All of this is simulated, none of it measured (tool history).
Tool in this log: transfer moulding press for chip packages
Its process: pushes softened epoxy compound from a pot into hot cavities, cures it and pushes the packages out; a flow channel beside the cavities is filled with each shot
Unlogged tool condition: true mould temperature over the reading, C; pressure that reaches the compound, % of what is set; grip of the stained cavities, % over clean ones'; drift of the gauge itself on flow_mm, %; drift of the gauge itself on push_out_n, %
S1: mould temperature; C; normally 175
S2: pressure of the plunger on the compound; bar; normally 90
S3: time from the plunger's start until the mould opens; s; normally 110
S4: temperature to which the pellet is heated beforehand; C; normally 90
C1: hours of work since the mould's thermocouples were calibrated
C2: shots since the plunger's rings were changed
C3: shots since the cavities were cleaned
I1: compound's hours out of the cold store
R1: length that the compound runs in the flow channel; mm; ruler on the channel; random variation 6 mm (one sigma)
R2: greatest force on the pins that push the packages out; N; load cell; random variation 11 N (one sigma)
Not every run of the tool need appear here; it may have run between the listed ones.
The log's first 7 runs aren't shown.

run	hour	S1	S2	S3	S4	C1	C2	C3	I1	R1	R2
8	70.6	182	90	110	90	109	1307	147	9.5	816	436
9	81.1	175	90	110	90	116	1428	268	24.5	772	563
10	86.7	175	90	110	90	120	1492	332	20.9	782	612
11	98.4	175	90	110	90	128	1626	466	46.3	727	613
# hour 109.7: cavities cleaned with cleaning compound and waxed
12	109.7	175	90	110	90	135	1740	0	47.4	711	468
13	118.7	175	90	110	90	142	1843	103	47.6	718	514
14	127.2	175	90	110	90	148	1942	202	27.2	766	546
15	132.6	175	90	110	90	151	2004	264	14.2	802	599
16	144	174	75.6	123	95	159	2134	394	8.3	761	549
17	153.6	174	75.6	123	95	166	2245	505	45.9	653	538
# hour 161.5: cavities cleaned with cleaning compound and waxed
18	165.6	174	70.2	101	87	173	2366	47	15	700	669
19	172.9	175	90	133	99	179	2450	131	26.2	770	443
20	178.1	175	90	121	96	182	2510	191	22.2	771	498
21	187.6	173	79.8	110	90	189	2619	300	17	747	667
22	199.8	180	88.5	125	94	197	2759	440	37.1	709	473
23	211.1	175	90	110	90	205	2890	571	36	725	633
# hour 213.2: cavities cleaned with cleaning compound and waxed
24	219.2	183	90	117	90	210	2966	70	11.5	783	394

Run 25 has not been measured yet. What should we expect?
25	230.9	177	90	91	89	218	3101	205	43	?	?

{"run 25": {"R1": 713, "R2": 694}}
Minus the tool's unlogged condition, the same run would have read R1 748 mm, R2 587 N.
